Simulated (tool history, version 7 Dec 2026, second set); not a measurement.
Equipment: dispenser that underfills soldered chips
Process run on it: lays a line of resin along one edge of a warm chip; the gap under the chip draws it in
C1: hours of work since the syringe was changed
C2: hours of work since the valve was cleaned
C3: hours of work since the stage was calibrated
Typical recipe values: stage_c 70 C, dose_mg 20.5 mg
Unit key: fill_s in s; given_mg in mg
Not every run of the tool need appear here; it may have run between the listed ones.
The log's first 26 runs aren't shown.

Run 27, hour 112.5: usual settings but stage_c 62 C, dose_mg 20.7 mg; C1 3; C2 14; C3 95. Result: fill_s 179.2 s, given_mg 20.60 mg.
At hour 116.2: new syringe of resin.
Run 28, hour 117.1: usual settings but stage_c 55 C, dose_mg 18.0 mg; C1 1; C2 17; C3 98. Result: fill_s 183.1 s, given_mg 17.85 mg.
Run 29, hour 120.4: usual settings but stage_c 55 C, dose_mg 18.0 mg; C1 3; C2 20; C3 101. Result: fill_s 231.7 s, given_mg 17.84 mg.
At hour 123.9: new syringe of resin.
Run 30, hour 125.4: usual settings but stage_c 75 C, dose_mg 23.5 mg; C1 1; C2 23; C3 104. Result: fill_s 102.8 s, given_mg 23.27 mg.
Run 31, hour 128.6: usual settings but stage_c 75 C, dose_mg 23.5 mg; C1 4; C2 26; C3 107. Result: fill_s 127.5 s, given_mg 23.27 mg.
At hour 131.8: new syringe of resin.
Run 32, hour 133.3: usual settings but stage_c 80 C, dose_mg 17.4 mg; C1 1; C2 29; C3 110. Result: fill_s 92.1 s, given_mg 17.17 mg.
Run 33, hour 137.6: usual settings but stage_c 80 C, dose_mg 17.4 mg; C1 5; C2 33; C3 114. Result: fill_s 120.2 s, given_mg 17.18 mg.
At hour 139.8: new syringe of resin.
Run 34, hour 141.2: usual settings but stage_c 67 C, dose_mg 20.1 mg; C1 1; C2 35; C3 116. Result: fill_s 131.7 s, given_mg 19.86 mg.

3 ways to go on from here, each from the tool as it stands after run 34. What would each give?
Run A, hour 145.2: usual settings but stage_c 82 C, dose_mg 19.2 mg; C1 4; C2 38; C3 119. Result: fill_s ?, given_mg ?.
Run B, hour 145.2: usual settings but stage_c 59 C, dose_mg 20.1 mg; C1 4; C2 38; C3 119. Result: fill_s ?, given_mg ?.
Run C, hour 145.2: usual settings but stage_c 75 C, dose_mg 23.1 mg; C1 4; C2 38; C3 119. Result: fill_s ?, given_mg ?.

run  fill_s  given_mg
  A   111.8     18.94
  B   216.1     19.85
  C   131.6     22.75
Without the tool's hidden state the same runs would have given:
run  fill_s  given_mg
  A    78.3     19.21
  B   151.5     20.13
  C    92.4     23.07
